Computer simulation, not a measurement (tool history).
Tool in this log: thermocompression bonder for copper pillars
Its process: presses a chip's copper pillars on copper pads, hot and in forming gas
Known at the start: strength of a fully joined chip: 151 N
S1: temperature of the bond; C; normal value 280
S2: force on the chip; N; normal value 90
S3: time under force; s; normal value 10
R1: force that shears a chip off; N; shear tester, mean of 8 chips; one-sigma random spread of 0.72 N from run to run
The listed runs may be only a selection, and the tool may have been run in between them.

run	hour	S1	S2	S3	R1
1	0.0	280	90	10	66.2
2	26.6	280	90	10	67.4
3	46.1	280	90	10	66.5
4	80.3	280	90	10	65.5
5	121.7	280	62	10	44.1
# hour 142.9: heater calibrated with a thermocouple chip
6	153.5	280	62	10	45.2
7	194.4	280	62	10	45.0
8	230.6	280	90	10	66.9
9	268.5	254	90	10	48.5
10	289.9	254	90	10	49.2
11	327.1	254	90	10	48.4
# hour 343.4: forming gas filter changed
12	359.1	280	84	10	66.7
13	387.2	280	84	10	67.3
14	419.7	268	90	10	63.6
15	444.0	277	90	10	69.0
16	468.0	280	90	10	70.7
17	494.5	280	90	10	70.2
18	518.3	280	90	10	69.9
19	561.7	280	90	10	70.0
20	603.0	271	95	23	88.6
21	623.4	271	95	23	87.6
22	649.4	271	95	23	87.6
23	687.6	251	94	7	44.2
24	718.9	273	94	7	57.8
25	742.2	281	90	18	82.6
26	771.8	281	90	18	81.8
27	802.0	280	61	6	35.7
28	843.0	255	61	20	42.5
29	876.6	280	90	8	60.3
30	907.1	280	90	8	60.1
# hour 921.6: forming gas filter changed
31	928.6	296	90	10	83.8
32	966.5	296	90	10	83.7
33	999.0	250	116	11	69.5
34	1037.7	250	116	11	69.8
# hour 1057.4: heater calibrated with a thermocouple chip
35	1062.3	280	90	10	73.0

Each row is a separate what-if for the run after 35, all from the same tool condition, not one after another. Results?
A	1100.4	293	66	18	?
B	1100.4	250	84	7	?
C	1100.4	280	90	13	?
D	1100.4	280	128	10	?
E	1100.4	278	87	6	?

run	R1
A	75.4
B	42.5
C	79.7
D	97.0
E	57.1
With the hidden condition removed and each run's random variation left untouched, the same runs would have given:
run	R1
A	73.5
B	41.0
C	77.9
D	95.8
E	55.3
